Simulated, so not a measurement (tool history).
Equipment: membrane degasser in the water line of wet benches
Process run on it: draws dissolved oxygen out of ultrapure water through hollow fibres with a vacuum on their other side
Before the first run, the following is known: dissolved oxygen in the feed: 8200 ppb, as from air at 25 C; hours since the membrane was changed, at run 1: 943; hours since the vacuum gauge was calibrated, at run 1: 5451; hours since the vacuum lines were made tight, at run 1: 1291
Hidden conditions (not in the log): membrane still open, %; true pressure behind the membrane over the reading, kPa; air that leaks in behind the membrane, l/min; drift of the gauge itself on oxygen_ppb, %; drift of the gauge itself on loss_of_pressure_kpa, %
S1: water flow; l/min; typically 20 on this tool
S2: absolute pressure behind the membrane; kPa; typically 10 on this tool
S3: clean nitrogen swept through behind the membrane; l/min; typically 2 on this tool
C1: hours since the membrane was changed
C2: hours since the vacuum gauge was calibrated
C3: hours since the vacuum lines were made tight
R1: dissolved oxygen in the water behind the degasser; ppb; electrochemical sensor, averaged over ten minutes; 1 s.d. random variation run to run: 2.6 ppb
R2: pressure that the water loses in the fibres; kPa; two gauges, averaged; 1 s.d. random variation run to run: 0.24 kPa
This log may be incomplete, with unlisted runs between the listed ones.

| run | hour | S1 | S2 | S3 | C1 | C2 | C3 | R1 | R2 |
|---|---|---|---|---|---|---|---|---|---|
| 1 | 0 | 20 | 10 | 2 | 943 | 5451 | 1291 | 263.2 | 63.87 |
| 2 | 60.5 | 20 | 10 | 2 | 1003 | 5512 | 1351 | 264.1 | 64.63 |
| 3 | 99.7 | 20 | 10 | 2 | 1042 | 5551 | 1391 | 266.7 | 64.25 |
| 4 | 174.3 | 20 | 10 | 2 | 1117 | 5626 | 1465 | 260.9 | 64.28 |
| 5 | 213.8 | 20 | 10 | 2 | 1156 | 5665 | 1505 | 260.7 | 64.48 |
| 6 | 251.5 | 20 | 10 | 2 | 1194 | 5703 | 1542 | 269.9 | 64.56 |
| 7 | 333.5 | 20 | 10 | 2 | 1276 | 5785 | 1624 | 265.7 | 64.64 |
| 8 | 421.1 | 20 | 10 | 2 | 1364 | 5872 | 1712 | 267.5 | 64.6 |
| 9 | 496.1 | 20 | 10 | 2 | 1439 | 5948 | 1787 | 263.1 | 64.5 |
| 10 | 534.9 | 20 | 10 | 2 | 1478 | 5986 | 1826 | 270.1 | 64.75 |
| 11 | 597.9 | 20 | 10 | 2 | 1541 | 6049 | 1889 | 268.8 | 64.41 |
| 12 | 666.9 | 20 | 10 | 2 | 1610 | 6118 | 1958 | 266.2 | 64.69 |
| 13 | 756 | 20 | 10 | 2 | 1699 | 6207 | 2047 | 271 | 65.14 |
| 14 | 846.2 | 14 | 13.3 | 0.97 | 1789 | 6298 | 2137 | 362.2 | 45.2 |
| 15 | 933.4 | 14 | 13.3 | 0.97 | 1876 | 6385 | 2224 | 369.6 | 45.58 |
| 16 | 1002.1 | 14 | 13.3 | 0.97 | 1945 | 6454 | 2293 | 365.7 | 45.59 |
| 17 | 1066.3 | 32 | 9.4 | 3.08 | 2009 | 6518 | 2357 | 512.5 | 104.75 |
| 18 | 1127.7 | 30 | 24 | 3.08 | 2070 | 6579 | 2419 | 738.9 | 97.19 |
| 19 | 1186.6 | 30 | 16.4 | 3.25 | 2129 | 6638 | 2478 | 576.6 | 97.8 |
| 20 | 1253.7 | 19 | 16.4 | 3.25 | 2196 | 6705 | 2545 | 282.3 | 61.68 |
| 21 | 1308.2 | 19 | 16.4 | 3.25 | 2251 | 6760 | 2599 | 280 | 61.84 |

Run 22 is up next; what results do you expect?
| 22 | 1366.5 | 14 | 15.4 | 2 | 2309 | 6818 | 2657 | ? | ? |

{"run 22": {"R1": 246.5, "R2": 45.9}}
With no hidden state in the tool, this same run would have given R1 235.3 ppb, R2 44.74 kPa.

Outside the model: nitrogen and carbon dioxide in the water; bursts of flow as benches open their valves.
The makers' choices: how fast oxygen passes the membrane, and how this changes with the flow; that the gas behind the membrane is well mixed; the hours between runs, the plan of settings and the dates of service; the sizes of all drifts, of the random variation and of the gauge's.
